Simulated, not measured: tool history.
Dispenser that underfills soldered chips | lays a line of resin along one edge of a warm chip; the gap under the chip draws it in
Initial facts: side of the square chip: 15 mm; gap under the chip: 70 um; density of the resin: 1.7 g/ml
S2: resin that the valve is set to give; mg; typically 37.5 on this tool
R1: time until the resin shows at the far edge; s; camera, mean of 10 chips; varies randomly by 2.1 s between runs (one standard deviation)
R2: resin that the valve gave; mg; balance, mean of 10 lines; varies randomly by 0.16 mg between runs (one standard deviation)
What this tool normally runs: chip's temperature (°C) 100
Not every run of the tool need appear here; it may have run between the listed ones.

{"run": 1, "hour": 0.0, "chip's temperature (°C)": 100, "S2": 37.5, "R1": 256.3, "R2": 36.97}
{"run": 2, "hour": 10.1, "chip's temperature (°C)": 100, "S2": 37.5, "R1": 261.9, "R2": 36.52}
{"run": 3, "hour": 22.0, "chip's temperature (°C)": 100, "S2": 41.5, "R1": 270.2, "R2": 40.17}
{"run": 4, "hour": 31.1, "chip's temperature (°C)": 92, "S2": 37.5, "R1": 370.5, "R2": 36.17}
{"run": 5, "hour": 39.8, "chip's temperature (°C)": 100, "S2": 37.5, "R1": 264.3, "R2": 36.08}
{"run": 6, "hour": 52.7, "chip's temperature (°C)": 100, "S2": 37.5, "R1": 289.1, "R2": 35.79}
{"run": 7, "hour": 62.9, "chip's temperature (°C)": 100, "S2": 37.5, "R1": 286.7, "R2": 35.7}
{"run": 8, "hour": 71.8, "chip's temperature (°C)": 100, "S2": 37.5, "R1": 282.2, "R2": 35.05}
{"run": 9, "hour": 86.7, "chip's temperature (°C)": 100, "S2": 33.6, "R1": 252.6, "R2": 31.41}
{"run": 10, "hour": 97.5, "chip's temperature (°C)": 100, "S2": 33.6, "R1": 274, "R2": 31.2}
{"run": 11, "hour": 107.7, "chip's temperature (°C)": 100, "S2": 33.4, "R1": 277.7, "R2": 30.73}
{"run": 12, "hour": 118.1, "chip's temperature (°C)": 100, "S2": 33.4, "R1": 282.1, "R2": 30.46}
{"run": 13, "hour": 132.9, "chip's temperature (°C)": 100, "S2": 33.4, "R1": 321.8, "R2": 30.29}
{"run": 14, "hour": 146.3, "chip's temperature (°C)": 100, "S2": 33.4, "R1": 269.1, "R2": 29.85}
{"run": 15, "hour": 157.9, "chip's temperature (°C)": 100, "S2": 33.4, "R1": 289, "R2": 29.84}
{"run": 16, "hour": 174.4, "chip's temperature (°C)": 100, "S2": 34.5, "R1": 263.7, "R2": 34.49}
{"run": 17, "hour": 190.9, "chip's temperature (°C)": 100, "S2": 33.2, "R1": 248.9, "R2": 32.88}
{"run": 18, "hour": 205.8, "chip's temperature (°C)": 96, "S2": 40.6, "R1": 258.2, "R2": 39.73}
{"run": 19, "hour": 219.3, "chip's temperature (°C)": 96, "S2": 40.6, "R1": 285.4, "R2": 39.48}
{"run": 20, "hour": 229.8, "chip's temperature (°C)": 96, "S2": 40.6, "R1": 283.7, "R2": 39.3}
{"run": 21, "hour": 245.4, "chip's temperature (°C)": 111, "S2": 35.1, "R1": 147.9, "R2": 33.62}
{"run": 22, "hour": 253.4, "chip's temperature (°C)": 110, "S2": 35.1, "R1": 144.7, "R2": 33.52}
{"run": 23, "hour": 261.0, "chip's temperature (°C)": 91, "S2": 35.8, "R1": 374.6, "R2": 33.83}
{"run": 24, "hour": 273.0, "chip's temperature (°C)": 91, "S2": 35.8, "R1": 303.9, "R2": 33.78}
{"run": 25, "hour": 288.3, "chip's temperature (°C)": 92, "S2": 41, "R1": 330.8, "R2": 38.29}
{"run": 26, "hour": 302.7, "chip's temperature (°C)": 88, "S2": 37.5, "R1": 349.1, "R2": 34.58}
{"run": 27, "hour": 316.5, "chip's temperature (°C)": 110, "S2": 47.2, "R1": 154.8, "R2": 43.46}
{"run": 28, "hour": 326.2, "chip's temperature (°C)": 110, "S2": 47.2, "R1": 155.9, "R2": 43}
{"run": 29, "hour": 342.5, "chip's temperature (°C)": 113, "S2": 32.1, "R1": 144.6, "R2": 28.95}
{"run": 30, "hour": 353.6, "chip's temperature (°C)": 113, "S2": 32.1, "R1": 147.1, "R2": 28.89}
{"run": 31, "hour": 360.3, "chip's temperature (°C)": 107, "S2": 35.5, "R1": 207.9, "R2": 31.83}
{"run": 32, "hour": 368.7, "chip's temperature (°C)": 98, "S2": 34.8, "R1": 272.9, "R2": 34.72}
{"run": 33, "hour": 383.8, "chip's temperature (°C)": 91, "S2": 37.5, "R1": 314.4, "R2": 37.41}
{"run": 34, "hour": 395.1, "chip's temperature (°C)": 91, "S2": 40.7, "R1": 333.9, "R2": 39.8}

Taken out of this log: 43 entries between the listed runs. Where each belongs, and how the hidden state differs across it:
Run 1 -> run 2: new syringe of resin (hour 6.1)
  resin's viscosity, % of fresh resin's: 109 -> 111.2; dose that the valve gives, % of what is set: 98.15 -> 97.59; true chip temperature over the reading, C: -2.69 -> -2.73
  measured minus no-state result, R1: +45.9 -> +51.9 s; R2: -0.7 -> -0.9 mg
Run 2 -> run 3: new syringe of resin (hour 16.5)
  resin's viscosity, % of fresh resin's: 111.2 -> 116.4; dose that the valve gives, % of what is set: 97.59 -> 96.88; true chip temperature over the reading, C: -2.73 -> -2.78
  measured minus no-state result, R1: +51.9 -> +63.4 s; R2: -0.9 -> -1.29 mg
Run 3 -> run 4: new syringe of resin (hour 25.6)
  resin's viscosity, % of fresh resin's: 116.4 -> 112.5; dose that the valve gives, % of what is set: 96.88 -> 96.38; true chip temperature over the reading, C: -2.78 -> -2.81
  measured minus no-state result, R1: +63.4 -> +80 s; R2: -1.29 -> -1.36 mg
Run 4 -> run 5: new syringe of resin (hour 35.7)
  resin's viscosity, % of fresh resin's: 112.5 -> 111.1; dose that the valve gives, % of what is set: 96.38 -> 95.87; true chip temperature over the reading, C: -2.81 -> -2.85
  measured minus no-state result, R1: +80 -> +54 s; R2: -1.36 -> -1.55 mg
Run 5 -> run 6: new syringe of resin (hour 44.9)
  resin's viscosity, % of fresh resin's: 111.1 -> 121.7; dose that the valve gives, % of what is set: 95.87 -> 95.14; true chip temperature over the reading, C: -2.85 -> -2.9
  measured minus no-state result, R1: +54 -> +80.1 s; R2: -1.55 -> -1.83 mg
Run 6 -> run 7: new syringe of resin (hour 55.4)
  resin's viscosity, % of fresh resin's: 121.7 -> 120.7; dose that the valve gives, % of what is set: 95.14 -> 94.58; true chip temperature over the reading, C: -2.9 -> -2.95
  measured minus no-state result, R1: +80.1 -> +78.2 s; R2: -1.83 -> -2.04 mg
Run 7 -> run 8: new syringe of resin (hour 65.3)
  resin's viscosity, % of fresh resin's: 120.7 -> 117.2; dose that the valve gives, % of what is set: 94.58 -> 94.1; true chip temperature over the reading, C: -2.95 -> -2.98
  measured minus no-state result, R1: +78.2 -> +71.5 s; R2: -2.04 -> -2.2 mg
Run 8 -> run 9: new syringe of resin (hour 75.1); new syringe of resin (hour 85)
  resin's viscosity, % of fresh resin's: 117.2 -> 103; dose that the valve gives, % of what is set: 94.1 -> 93.27; true chip temperature over the reading, C: -2.98 -> -3.04
  measured minus no-state result, R1: +71.5 -> +41.1 s; R2: -2.2 -> -2.26 mg
Run 9 -> run 10: new syringe of resin (hour 95)
  resin's viscosity, % of fresh resin's: 103 -> 108.4; dose that the valve gives, % of what is set: 93.27 -> 92.67; true chip temperature over the reading, C: -3.04 -> -3.08
  measured minus no-state result, R1: +41.1 -> +56.8 s; R2: -2.26 -> -2.47 mg
Run 10 -> run 11: new syringe of resin (hour 104.6)
  resin's viscosity, % of fresh resin's: 108.4 -> 109.2; dose that the valve gives, % of what is set: 92.67 -> 92.09; true chip temperature over the reading, C: -3.08 -> -3.12
  measured minus no-state result, R1: +56.8 -> +60.5 s; R2: -2.47 -> -2.64 mg
Run 11 -> run 12: new syringe of resin (hour 115)
  resin's viscosity, % of fresh resin's: 109.2 -> 109.4; dose that the valve gives, % of what is set: 92.09 -> 91.47; true chip temperature over the reading, C: -3.12 -> -3.16
  measured minus no-state result, R1: +60.5 -> +62.8 s; R2: -2.64 -> -2.85 mg
Run 12 -> run 13: new syringe of resin (hour 124.2)
  resin's viscosity, % of fresh resin's: 109.4 -> 125.1; dose that the valve gives, % of what is set: 91.47 -> 90.6; true chip temperature over the reading, C: -3.16 -> -3.23
  measured minus no-state result, R1: +62.8 -> +104.6 s; R2: -2.85 -> -3.14 mg
Run 13 -> run 14: new syringe of resin (hour 134.6); new syringe of resin (hour 144.2)
  resin's viscosity, % of fresh resin's: 125.1 -> 104.4; dose that the valve gives, % of what is set: 90.6 -> 89.87; true chip temperature over the reading, C: -3.23 -> -3.29
  measured minus no-state result, R1: +104.6 -> +52.9 s; R2: -3.14 -> -3.37 mg
Run 14 -> run 15: new syringe of resin (hour 153.6)
  resin's viscosity, % of fresh resin's: 104.4 -> 111.7; dose that the valve gives, % of what is set: 89.87 -> 89.21; true chip temperature over the reading, C: -3.29 -> -3.33
  measured minus no-state result, R1: +52.9 -> +73 s; R2: -3.37 -> -3.59 mg
Run 15 -> run 16: stage's temperature calibrated (hour 161); new syringe of resin (hour 164.6); dispensing valve cleaned and set on the balance (hour 169.1)
  resin's viscosity, % of fresh resin's: 111.7 -> 125.1; dose that the valve gives, % of what is set: 89.21 -> 99.69; true chip temperature over the reading, C: -3.33 -> 0.12
  measured minus no-state result, R1: +73 -> +52.2 s; R2: -3.59 -> -0.1 mg
Run 16 -> run 17: new syringe of resin (hour 175.5); new syringe of resin (hour 184.9)
  resin's viscosity, % of fresh resin's: 125.1 -> 116.7; dose that the valve gives, % of what is set: 99.69 -> 98.77; true chip temperature over the reading, C: 0.12 -> 0.05
  measured minus no-state result, R1: +52.2 -> +36 s; R2: -0.1 -> -0.41 mg
Run 17 -> run 18: new syringe of resin (hour 194.8); new syringe of resin (hour 204)
  resin's viscosity, % of fresh resin's: 116.7 -> 105.6; dose that the valve gives, % of what is set: 98.77 -> 97.92; true chip temperature over the reading, C: 0.05 -> -0.01
  measured minus no-state result, R1: +36 -> +14.5 s; R2: -0.41 -> -0.84 mg
Run 18 -> run 19: new syringe of resin (hour 213.6)
  resin's viscosity, % of fresh resin's: 105.6 -> 117.2; dose that the valve gives, % of what is set: 97.92 -> 97.07; true chip temperature over the reading, C: -0.01 -> -0.07
  measured minus no-state result, R1: +14.5 -> +43.7 s; R2: -0.84 -> -1.19 mg
Run 19 -> run 20: new syringe of resin (hour 223.5)
  resin's viscosity, % of fresh resin's: 117.2 -> 116.9; dose that the valve gives, % of what is set: 97.07 -> 96.54; true chip temperature over the reading, C: -0.07 -> -0.11
  measured minus no-state result, R1: +43.7 -> +43.5 s; R2: -1.19 -> -1.41 mg
Run 20 -> run 21: new syringe of resin (hour 233.5); new syringe of resin (hour 243.4)
  resin's viscosity, % of fresh resin's: 116.9 -> 103.4; dose that the valve gives, % of what is set: 96.54 -> 95.62; true chip temperature over the reading, C: -0.11 -> -0.18
  measured minus no-state result, R1: +43.5 -> +7.9 s; R2: -1.41 -> -1.54 mg
Run 21 -> run 22: new syringe of resin (hour 253.4)
  resin's viscosity, % of fresh resin's: 103.4 -> 98.8; dose that the valve gives, % of what is set: 95.62 -> 95.15; true chip temperature over the reading, C: -0.18 -> -0.21
  measured minus no-state result, R1: +7.9 -> +1.7 s; R2: -1.54 -> -1.71 mg
Run 23 -> run 24: new syringe of resin (hour 263.9); new syringe of resin (hour 273)
  resin's viscosity, % of fresh resin's: 119.6 -> 97.5; dose that the valve gives, % of what is set: 94.69 -> 94.07; true chip temperature over the reading, C: -0.24 -> -0.28
  measured minus no-state result, R1: +69.5 -> +1.5 s; R2: -1.9 -> -2.13 mg
Run 24 -> run 25: new syringe of resin (hour 282.3)
  resin's viscosity, % of fresh resin's: 97.5 -> 115.3; dose that the valve gives, % of what is set: 94.07 -> 93.22; true chip temperature over the reading, C: -0.28 -> -0.35
  measured minus no-state result, R1: +1.5 -> +51.4 s; R2: -2.13 -> -2.78 mg
Run 25 -> run 26: new syringe of resin (hour 292.5); new syringe of resin (hour 302.7)
  resin's viscosity, % of fresh resin's: 115.3 -> 99.2; dose that the valve gives, % of what is set: 93.22 -> 92.45; true chip temperature over the reading, C: -0.35 -> -0.4
  measured minus no-state result, R1: +51.4 -> +10.2 s; R2: -2.78 -> -2.83 mg
Run 26 -> run 27: new syringe of resin (hour 312.9)
  resin's viscosity, % of fresh resin's: 99.2 -> 110.3; dose that the valve gives, % of what is set: 92.45 -> 91.67; true chip temperature over the reading, C: -0.4 -> -0.46
  measured minus no-state result, R1: +10.2 -> +17.9 s; R2: -2.83 -> -3.95 mg
Run 27 -> run 28: new syringe of resin (hour 322.6)
  resin's viscosity, % of fresh resin's: 110.3 -> 110.7; dose that the valve gives, % of what is set: 91.67 -> 91.09; true chip temperature over the reading, C: -0.46 -> -0.5
  measured minus no-state result, R1: +17.9 -> +18.8 s; R2: -3.95 -> -4.21 mg
Run 28 -> run 29: new syringe of resin (hour 332.7); new syringe of resin (hour 342.5)
  resin's viscosity, % of fresh resin's: 110.7 -> 100.8; dose that the valve gives, % of what is set: 91.09 -> 90.16; true chip temperature over the reading, C: -0.5 -> -0.57
  measured minus no-state result, R1: +18.8 -> +10.9 s; R2: -4.21 -> -3.17 mg
Run 29 -> run 30: new syringe of resin (hour 352)
  resin's viscosity, % of fresh resin's: 100.8 -> 103.9; dose that the valve gives, % of what is set: 90.16 -> 89.56; true chip temperature over the reading, C: -0.57 -> -0.61
  measured minus no-state result, R1: +10.9 -> +15.8 s; R2: -3.17 -> -3.36 mg
Run 31 -> run 32: new syringe of resin (hour 361.7); dispensing valve cleaned and set on the balance (hour 368)
  resin's viscosity, % of fresh resin's: 122.8 -> 116.9; dose that the valve gives, % of what is set: 89.19 -> 99.79; true chip temperature over the reading, C: -0.64 -> -0.67
  measured minus no-state result, R1: +48.9 -> +45.8 s; R2: -3.86 -> -0.07 mg
Run 32 -> run 33: new syringe of resin (hour 372.7); new syringe of resin (hour 382.3)
  resin's viscosity, % of fresh resin's: 116.9 -> 102.2; dose that the valve gives, % of what is set: 99.79 -> 98.98; true chip temperature over the reading, C: -0.67 -> -0.73
  measured minus no-state result, R1: +45.8 -> +16.5 s; R2: -0.07 -> -0.39 mg
Run 33 -> run 34: new syringe of resin (hour 391.6)
  resin's viscosity, % of fresh resin's: 102.2 -> 108.1; dose that the valve gives, % of what is set: 98.98 -> 98.36; true chip temperature over the reading, C: -0.73 -> -0.78
  measured minus no-state result, R1: +16.5 -> +35.6 s; R2: -0.39 -> -0.66 mg
